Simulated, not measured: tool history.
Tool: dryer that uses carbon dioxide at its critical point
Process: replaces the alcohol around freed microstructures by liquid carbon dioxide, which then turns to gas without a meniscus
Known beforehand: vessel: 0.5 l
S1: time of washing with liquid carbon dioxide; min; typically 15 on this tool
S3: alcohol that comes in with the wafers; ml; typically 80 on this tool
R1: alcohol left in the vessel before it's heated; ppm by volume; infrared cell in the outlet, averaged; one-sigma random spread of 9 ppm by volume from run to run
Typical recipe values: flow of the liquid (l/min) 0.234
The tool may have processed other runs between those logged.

{"run": 1, "hour": 0.0, "S1": 15, "flow of the liquid (l/min)": 0.234, "S3": 80, "R1": 767}
{"hour": 41.3, "done": "inlet filter changed"}
{"run": 2, "hour": 61.4, "S1": 15, "flow of the liquid (l/min)": 0.234, "S3": 80, "R1": 530}
{"run": 3, "hour": 115.3, "S1": 15, "flow of the liquid (l/min)": 0.179, "S3": 80, "R1": 1927}
{"run": 4, "hour": 163.4, "S1": 15, "flow of the liquid (l/min)": 0.179, "S3": 80, "R1": 1977}
{"run": 5, "hour": 219.4, "S1": 15, "flow of the liquid (l/min)": 0.179, "S3": 80, "R1": 1999}
{"run": 6, "hour": 274.9, "S1": 15, "flow of the liquid (l/min)": 0.179, "S3": 80, "R1": 1949}
{"run": 7, "hour": 324.4, "S1": 15, "flow of the liquid (l/min)": 0.179, "S3": 80, "R1": 1991}
{"run": 8, "hour": 383.9, "S1": 15, "flow of the liquid (l/min)": 0.179, "S3": 80, "R1": 2043}
{"run": 9, "hour": 426.5, "S1": 15, "flow of the liquid (l/min)": 0.179, "S3": 80, "R1": 2076}
{"run": 10, "hour": 484.7, "S1": 15, "flow of the liquid (l/min)": 0.179, "S3": 80, "R1": 2098}
{"run": 11, "hour": 523.0, "S1": 15, "flow of the liquid (l/min)": 0.234, "S3": 80, "R1": 619}
{"run": 12, "hour": 561.7, "S1": 12, "flow of the liquid (l/min)": 0.234, "S3": 80, "R1": 1847}
{"run": 13, "hour": 610.9, "S1": 12, "flow of the liquid (l/min)": 0.234, "S3": 80, "R1": 1859}
{"run": 14, "hour": 645.6, "S1": 12, "flow of the liquid (l/min)": 0.234, "S3": 80, "R1": 1839}
{"run": 15, "hour": 678.6, "S1": 12, "flow of the liquid (l/min)": 0.234, "S3": 80, "R1": 1977}
{"run": 16, "hour": 744.3, "S1": 15, "flow of the liquid (l/min)": 0.234, "S3": 80, "R1": 676}
{"run": 17, "hour": 812.3, "S1": 15, "flow of the liquid (l/min)": 0.234, "S3": 80, "R1": 670}
{"run": 18, "hour": 854.8, "S1": 15, "flow of the liquid (l/min)": 0.234, "S3": 66, "R1": 589}
{"run": 19, "hour": 903.2, "S1": 15, "flow of the liquid (l/min)": 0.234, "S3": 66, "R1": 611}
{"run": 20, "hour": 955.9, "S1": 15, "flow of the liquid (l/min)": 0.234, "S3": 51, "R1": 483}
{"run": 21, "hour": 988.9, "S1": 15, "flow of the liquid (l/min)": 0.234, "S3": 51, "R1": 505}
{"run": 22, "hour": 1050.4, "S1": 13, "flow of the liquid (l/min)": 0.234, "S3": 80, "R1": 1530}
{"run": 23, "hour": 1113.8, "S1": 13, "flow of the liquid (l/min)": 0.234, "S3": 80, "R1": 1481}
{"run": 24, "hour": 1178.2, "S1": 13, "flow of the liquid (l/min)": 0.234, "S3": 80, "R1": 1507}
{"run": 25, "hour": 1209.3, "S1": 22, "flow of the liquid (l/min)": 0.266, "S3": 26, "R1": 82}
{"run": 26, "hour": 1258.9, "S1": 17, "flow of the liquid (l/min)": 0.372, "S3": 80, "R1": 94}
{"run": 27, "hour": 1305.5, "S1": 15, "flow of the liquid (l/min)": 0.234, "S3": 89, "R1": 904}
{"run": 28, "hour": 1342.4, "S1": 15, "flow of the liquid (l/min)": 0.234, "S3": 89, "R1": 929}
{"hour": 1380.3, "done": "inlet filter changed"}
{"run": 29, "hour": 1399.8, "S1": 18, "flow of the liquid (l/min)": 0.275, "S3": 102, "R1": 154}
{"run": 30, "hour": 1435.5, "S1": 12, "flow of the liquid (l/min)": 0.234, "S3": 27, "R1": 643}
{"run": 31, "hour": 1495.7, "S1": 17, "flow of the liquid (l/min)": 0.359, "S3": 35, "R1": 108}
{"run": 32, "hour": 1557.0, "S1": 21, "flow of the liquid (l/min)": 0.234, "S3": 112, "R1": 180}
{"run": 33, "hour": 1605.5, "S1": 15, "flow of the liquid (l/min)": 0.306, "S3": 75, "R1": 200}
{"run": 34, "hour": 1674.4, "S1": 18, "flow of the liquid (l/min)": 0.306, "S3": 108, "R1": 141}
{"run": 35, "hour": 1709.4, "S1": 20, "flow of the liquid (l/min)": 0.193, "S3": 80, "R1": 394}
{"run": 36, "hour": 1748.4, "S1": 10, "flow of the liquid (l/min)": 0.213, "S3": 80, "R1": 5231}
{"run": 37, "hour": 1782.7, "S1": 10, "flow of the liquid (l/min)": 0.213, "S3": 80, "R1": 5301}
{"run": 38, "hour": 1812.1, "S1": 19, "flow of the liquid (l/min)": 0.213, "S3": 80, "R1": 343}
{"run": 39, "hour": 1846.8, "S1": 12, "flow of the liquid (l/min)": 0.205, "S3": 81, "R1": 3225}
{"run": 40, "hour": 1884.5, "S1": 15, "flow of the liquid (l/min)": 0.321, "S3": 111, "R1": 220}
{"run": 41, "hour": 1941.5, "S1": 15, "flow of the liquid (l/min)": 0.321, "S3": 111, "R1": 221}
{"run": 42, "hour": 1998.8, "S1": 20, "flow of the liquid (l/min)": 0.188, "S3": 111, "R1": 656}
{"run": 43, "hour": 2066.3, "S1": 20, "flow of the liquid (l/min)": 0.188, "S3": 111, "R1": 680}
{"run": 44, "hour": 2135.7, "S1": 9, "flow of the liquid (l/min)": 0.188, "S3": 111, "R1": 15465}
{"run": 45, "hour": 2172.8, "S1": 15, "flow of the liquid (l/min)": 0.262, "S3": 71, "R1": 441}
{"run": 46, "hour": 2202.4, "S1": 15, "flow of the liquid (l/min)": 0.262, "S3": 28, "R1": 248}
{"run": 47, "hour": 2256.7, "S1": 14, "flow of the liquid (l/min)": 0.225, "S3": 87, "R1": 1393}

Branching from run 47: 3 alternative next runs. What would each branch give?
{"run": "A", "hour": 2294.9, "S1": 15, "flow of the liquid (l/min)": 0.308, "S3": 80, "R1": "?"}
{"run": "B", "hour": 2294.9, "S1": 13, "flow of the liquid (l/min)": 0.251, "S3": 80, "R1": "?"}
{"run": "C", "hour": 2294.9, "S1": 9, "flow of the liquid (l/min)": 0.225, "S3": 87, "R1": "?"}

run=A R1=252
run=B R1=1144
run=C R1=7439
The same runs, with their run-to-run variation unchanged, on a tool lacking any hidden condition would have given:
run=A R1=83
run=B R1=762
run=C R1=6099

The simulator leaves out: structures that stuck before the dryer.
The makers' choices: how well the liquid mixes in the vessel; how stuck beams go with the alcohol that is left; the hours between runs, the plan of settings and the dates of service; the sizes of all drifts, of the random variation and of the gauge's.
